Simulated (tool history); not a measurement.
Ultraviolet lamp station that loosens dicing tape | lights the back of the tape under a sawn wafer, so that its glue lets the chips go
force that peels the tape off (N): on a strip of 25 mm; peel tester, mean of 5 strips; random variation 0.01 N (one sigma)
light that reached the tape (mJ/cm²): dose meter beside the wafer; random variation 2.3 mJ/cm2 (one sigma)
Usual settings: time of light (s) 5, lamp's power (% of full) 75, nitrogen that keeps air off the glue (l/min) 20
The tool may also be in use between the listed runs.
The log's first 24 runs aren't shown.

| run | hour | time of light (s) | lamp's power (% of full) | nitrogen that keeps air off the glue (l/min) | force that peels the tape off (N) | light that reached the tape (mJ/cm²) |
|---|---|---|---|---|---|---|
| 25 | 1078.7 | 7 | 61 | 8 | 0.862 | 209 |
| 26 | 1106.1 | 7 | 61 | 8 | 0.9 | 207 |
| 27 | 1142.7 | 2 | 67 | 9 | 3.787 | 60 |
| 28 | 1173.5 | 2 | 75 | 12 | 3.227 | 72 |
| 29 | 1203.9 | 2 | 75 | 12 | 3.185 | 71 |
| 30 | 1247.1 | 2 | 75 | 12 | 3.234 | 68 |
| 31 | 1311.7 | 2 | 61 | 12 | 3.975 | 56 |
| 32 | 1360.6 | 5 | 64 | 38 | 0.683 | 141 |
| 33 | 1409.3 | 4 | 72 | 16 | 1.341 | 127 |
| 34 | 1459.5 | 2 | 74 | 13 | 3.265 | 65 |
| 35 | 1501 | 5 | 96 | 20 | 0.477 | 212 |
| 36 | 1543.1 | 5 | 74 | 20 | 0.782 | 158 |
| 37 | 1610.1 | 4 | 87 | 20 | 0.908 | 150 |
| 38 | 1642.9 | 7 | 75 | 7 | 0.812 | 222 |
| 39 | 1703.6 | 7 | 86 | 12 | 0.465 | 252 |
| 40 | 1743.2 | 7 | 75 | 8 | 0.784 | 213 |
| 41 | 1781.9 | 5 | 80 | 6 | 1.552 | 160 |
| 42 | 1830.3 | 5 | 80 | 6 | 1.626 | 157 |
| 43 | 1873.2 | 9 | 87 | 37 | 0.248 | 306 |

4 ways to go on from here, each from the tool as it stands after run 43. What would each give?
|  | 1881.9 | window cleaned of glue's vapour |
| A | 1905.8 | 6 | 98 | 13 | ? | ? |
|  | 1881.9 | window cleaned of glue's vapour |
| B | 1905.8 | 7 | 87 | 8 | ? | ? |
|  | 1881.9 | window cleaned of glue's vapour |
| C | 1905.8 | 7 | 94 | 37 | ? | ? |
|  | 1881.9 | window cleaned of glue's vapour |
| D | 1905.8 | 3 | 75 | 10 | ? | ? |

| run | force that peels the tape off (N) | light that reached the tape (mJ/cm²) |
|---|---|---|
| A | 0.375 | 272 |
| B | 0.468 | 282 |
| C | 0.25 | 303 |
| D | 2.212 | 105 |
Without the tool's hidden state the same runs would have given:
| run | force that peels the tape off (N) | light that reached the tape (mJ/cm²) |
|---|---|---|
| A | 0.279 | 344 |
| B | 0.323 | 356 |
| C | 0.234 | 382 |
| D | 1.602 | 132 |
